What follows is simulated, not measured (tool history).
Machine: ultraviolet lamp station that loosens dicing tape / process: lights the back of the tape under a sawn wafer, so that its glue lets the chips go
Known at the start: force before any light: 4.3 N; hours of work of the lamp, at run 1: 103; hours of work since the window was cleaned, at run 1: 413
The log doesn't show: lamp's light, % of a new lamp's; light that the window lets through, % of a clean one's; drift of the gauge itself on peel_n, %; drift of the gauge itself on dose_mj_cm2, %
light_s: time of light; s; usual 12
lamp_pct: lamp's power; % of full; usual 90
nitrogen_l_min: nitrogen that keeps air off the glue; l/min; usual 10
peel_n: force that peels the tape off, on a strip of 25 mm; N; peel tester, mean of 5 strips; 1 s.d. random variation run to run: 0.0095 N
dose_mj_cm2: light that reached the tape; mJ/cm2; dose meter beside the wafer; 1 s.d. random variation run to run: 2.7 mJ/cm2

run   hour  light_s  lamp_pct  nitrogen_l_min  hours of work of the lamp  hours of work since the window was cleaned  peel_n  dose_mj_cm2
  1      0       12        90              10                        103                                         413   0.489          302
  2      7       10        90              10                        106                                         416   0.631          254
  3   19.1       10        90              10                        112                                         422   0.661          254
  4   29.8       10        90              10                        117                                         427    0.65          254
  5   40.4       10        90              10                        122                                         432   0.665          254
      41.7  -- window cleaned of glue's vapour
  6   47.9       10        90              10                        126                                           3   0.706          235
  7   56.5       10        90              10                        130                                           7   0.726          234
  8   70.2       10        90              10                        136                                          14   0.724          235
  9   81.8       12        70              10                        142                                          19   0.814          217
 10   95.3       10        87              11                        148                                          26   0.787          221
 11  105.6       10        87              11                        153                                          31   0.767          217
     111.3  -- window cleaned of glue's vapour, once more
 12  115.4       10        87              11                        158                                           2   0.599          264
 13  122.5       11        70              14                        161                                           5   0.678          233

Below are 4 alternative next runs, each starting from the tool's condition after run 13. Predict each:
  A  130.9       13        66              16                        165                                           9       ?            ?
  B  130.9       21        70              14                        165                                           9       ?            ?
  C  130.9       11        85              14                        165                                           9       ?            ?
  D  130.9       11        70               5                        165                                           9       ?            ?

run  peel_n  dose_mj_cm2
  A   0.529          259
  B   0.311          446
  C   0.496          282
  D   0.992          230
The same runs, with their run-to-run variation unchanged, on a tool lacking any hidden condition would have given:
run  peel_n  dose_mj_cm2
  A   0.465          283
  B   0.293          487
  C   0.438          307
  D   0.883          252

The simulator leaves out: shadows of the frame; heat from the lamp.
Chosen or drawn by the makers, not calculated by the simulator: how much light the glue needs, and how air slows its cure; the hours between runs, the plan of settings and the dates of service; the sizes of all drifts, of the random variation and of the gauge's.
